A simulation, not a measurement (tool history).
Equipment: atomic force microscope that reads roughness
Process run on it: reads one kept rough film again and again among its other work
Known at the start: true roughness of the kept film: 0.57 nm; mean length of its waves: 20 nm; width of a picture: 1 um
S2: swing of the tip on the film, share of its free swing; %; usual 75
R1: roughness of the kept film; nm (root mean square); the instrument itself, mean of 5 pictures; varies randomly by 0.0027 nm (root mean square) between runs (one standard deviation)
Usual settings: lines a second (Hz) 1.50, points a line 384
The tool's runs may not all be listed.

{"run": 1, "hour": 0.0, "lines a second (Hz)": 1.5, "S2": 75, "points a line": 384, "R1": 0.534}
{"run": 2, "hour": 81.4, "lines a second (Hz)": 1.5, "S2": 75, "points a line": 384, "R1": 0.529}
{"hour": 88.5, "done": "new tip fitted"}
{"run": 3, "hour": 127.7, "lines a second (Hz)": 1.5, "S2": 75, "points a line": 384, "R1": 0.527}
{"run": 4, "hour": 165.6, "lines a second (Hz)": 1.5, "S2": 75, "points a line": 384, "R1": 0.528}
{"hour": 192.3, "done": "new tip fitted"}
{"run": 5, "hour": 237.3, "lines a second (Hz)": 1.5, "S2": 74, "points a line": 384, "R1": 0.531}
{"hour": 292.8, "done": "new tip fitted"}
{"run": 6, "hour": 306.6, "lines a second (Hz)": 1.5, "S2": 74, "points a line": 384, "R1": 0.53}
{"run": 7, "hour": 352.4, "lines a second (Hz)": 0.6, "S2": 74, "points a line": 384, "R1": 0.535}
{"hour": 394.2, "done": "new tip fitted"}
{"run": 8, "hour": 402.2, "lines a second (Hz)": 0.6, "S2": 74, "points a line": 384, "R1": 0.541}
{"run": 9, "hour": 444.2, "lines a second (Hz)": 0.6, "S2": 74, "points a line": 384, "R1": 0.535}
{"hour": 497.8, "done": "new tip fitted"}
{"run": 10, "hour": 499.6, "lines a second (Hz)": 1.5, "S2": 75, "points a line": 384, "R1": 0.53}
{"run": 11, "hour": 568.3, "lines a second (Hz)": 1.5, "S2": 75, "points a line": 384, "R1": 0.528}
{"hour": 598.0, "done": "new tip fitted"}
{"run": 12, "hour": 606.3, "lines a second (Hz)": 1.5, "S2": 75, "points a line": 384, "R1": 0.532}
{"run": 13, "hour": 650.7, "lines a second (Hz)": 1.5, "S2": 75, "points a line": 384, "R1": 0.526}
{"run": 14, "hour": 690.2, "lines a second (Hz)": 1.5, "S2": 75, "points a line": 384, "R1": 0.524}
{"hour": 695.7, "done": "new tip fitted"}
{"run": 15, "hour": 760.2, "lines a second (Hz)": 1.5, "S2": 75, "points a line": 384, "R1": 0.532}
{"hour": 794.7, "done": "new tip fitted"}
{"run": 16, "hour": 798.8, "lines a second (Hz)": 1.5, "S2": 75, "points a line": 384, "R1": 0.527}
{"run": 17, "hour": 844.9, "lines a second (Hz)": 1.5, "S2": 75, "points a line": 384, "R1": 0.529}
{"hour": 892.1, "done": "new tip fitted"}
{"run": 18, "hour": 892.1, "lines a second (Hz)": 1.5, "S2": 75, "points a line": 384, "R1": 0.529}
{"run": 19, "hour": 945.9, "lines a second (Hz)": 1.5, "S2": 75, "points a line": 384, "R1": 0.523}
{"hour": 990.8, "done": "new tip fitted"}
{"run": 20, "hour": 990.8, "lines a second (Hz)": 1.5, "S2": 75, "points a line": 384, "R1": 0.527}
{"run": 21, "hour": 1045.6, "lines a second (Hz)": 1.5, "S2": 75, "points a line": 384, "R1": 0.524}
{"hour": 1090.4, "done": "new tip fitted"}
{"run": 22, "hour": 1130.2, "lines a second (Hz)": 0.56, "S2": 75, "points a line": 384, "R1": 0.541}
{"run": 23, "hour": 1180.1, "lines a second (Hz)": 0.56, "S2": 75, "points a line": 384, "R1": 0.535}
{"hour": 1191.9, "done": "new tip fitted"}
{"run": 24, "hour": 1251.8, "lines a second (Hz)": 1.89, "S2": 75, "points a line": 384, "R1": 0.522}
{"hour": 1294.4, "done": "new tip fitted"}
{"run": 25, "hour": 1306.0, "lines a second (Hz)": 1.5, "S2": 75, "points a line": 972, "R1": 0.537}
{"run": 26, "hour": 1356.6, "lines a second (Hz)": 2.1, "S2": 75, "points a line": 519, "R1": 0.525}
{"hour": 1392.9, "done": "new tip fitted"}
{"run": 27, "hour": 1403.1, "lines a second (Hz)": 1.5, "S2": 89, "points a line": 614, "R1": 0.516}
{"run": 28, "hour": 1438.2, "lines a second (Hz)": 1.41, "S2": 69, "points a line": 885, "R1": 0.536}
{"hour": 1494.1, "done": "new tip fitted"}
{"run": 29, "hour": 1501.8, "lines a second (Hz)": 1.41, "S2": 69, "points a line": 885, "R1": 0.54}
{"run": 30, "hour": 1543.2, "lines a second (Hz)": 3.62, "S2": 65, "points a line": 384, "R1": 0.523}
{"run": 31, "hour": 1582.0, "lines a second (Hz)": 3.83, "S2": 66, "points a line": 384, "R1": 0.512}
{"hour": 1594.8, "done": "new tip fitted"}
{"run": 32, "hour": 1645.7, "lines a second (Hz)": 3.83, "S2": 66, "points a line": 384, "R1": 0.517}
{"run": 33, "hour": 1683.2, "lines a second (Hz)": 1.31, "S2": 76, "points a line": 809, "R1": 0.537}
{"hour": 1692.7, "done": "new tip fitted"}
{"run": 34, "hour": 1748.7, "lines a second (Hz)": 1.31, "S2": 76, "points a line": 809, "R1": 0.533}
{"hour": 1783.5, "done": "height scale calibrated on a step standard"}
{"hour": 1795.4, "done": "new tip fitted"}
{"run": 35, "hour": 1824.2, "lines a second (Hz)": 1.31, "S2": 76, "points a line": 809, "R1": 0.532}
{"run": 36, "hour": 1880.3, "lines a second (Hz)": 1.31, "S2": 76, "points a line": 809, "R1": 0.532}
{"hour": 1896.9, "done": "new tip fitted"}
{"run": 37, "hour": 1948.5, "lines a second (Hz)": 1.31, "S2": 81, "points a line": 281, "R1": 0.517}
{"hour": 1997.9, "done": "new tip fitted"}
{"run": 38, "hour": 2014.7, "lines a second (Hz)": 1.31, "S2": 81, "points a line": 281, "R1": 0.516}
{"hour": 2099.2, "done": "new tip fitted"}
{"run": 39, "hour": 2101.3, "lines a second (Hz)": 0.6, "S2": 56, "points a line": 422, "R1": 0.543}
{"run": 40, "hour": 2169.2, "lines a second (Hz)": 1.5, "S2": 80, "points a line": 706, "R1": 0.531}
{"hour": 2203.3, "done": "new tip fitted"}
{"run": 41, "hour": 2236.2, "lines a second (Hz)": 1.34, "S2": 80, "points a line": 355, "R1": 0.524}
{"run": 42, "hour": 2298.7, "lines a second (Hz)": 1.34, "S2": 80, "points a line": 355, "R1": 0.522}
{"hour": 2306.0, "done": "new tip fitted"}
{"run": 43, "hour": 2355.4, "lines a second (Hz)": 1.31, "S2": 80, "points a line": 384, "R1": 0.527}
{"hour": 2405.0, "done": "new tip fitted"}
{"run": 44, "hour": 2421.5, "lines a second (Hz)": 1.5, "S2": 75, "points a line": 286, "R1": 0.527}
{"run": 45, "hour": 2470.2, "lines a second (Hz)": 0.56, "S2": 73, "points a line": 331, "R1": 0.538}
{"hour": 2503.3, "done": "new tip fitted"}
{"run": 46, "hour": 2549.3, "lines a second (Hz)": 0.56, "S2": 73, "points a line": 331, "R1": 0.535}
{"hour": 2605.4, "done": "new tip fitted"}
{"run": 47, "hour": 2605.4, "lines a second (Hz)": 2.23, "S2": 86, "points a line": 384, "R1": 0.505}
{"run": 48, "hour": 2684.7, "lines a second (Hz)": 0.63, "S2": 75, "points a line": 459, "R1": 0.542}
{"hour": 2708.7, "done": "new tip fitted"}
{"run": 49, "hour": 2724.8, "lines a second (Hz)": 2.56, "S2": 67, "points a line": 454, "R1": 0.535}
{"run": 50, "hour": 2789.8, "lines a second (Hz)": 0.8, "S2": 75, "points a line": 375, "R1": 0.532}

Consider 3 possible next runs. They are alternatives, not a sequence: every one starts from the tool as it was left by run 50. What does each give?
{"hour": 2807.1, "done": "new tip fitted"}
{"run": "A", "hour": 2850.1, "lines a second (Hz)": 1.37, "S2": 76, "points a line": 434, "R1": "?"}
{"hour": 2807.1, "done": "new tip fitted"}
{"run": "B", "hour": 2850.1, "lines a second (Hz)": 0.8, "S2": 75, "points a line": 1000, "R1": "?"}
{"hour": 2807.1, "done": "new tip fitted"}
{"run": "C", "hour": 2850.1, "lines a second (Hz)": 0.54, "S2": 75, "points a line": 375, "R1": "?"}

run=A R1=0.531
run=B R1=0.543
run=C R1=0.539
Had the tool no hidden state, the same runs would have come out as:
run=A R1=0.531
run=B R1=0.543
run=C R1=0.540
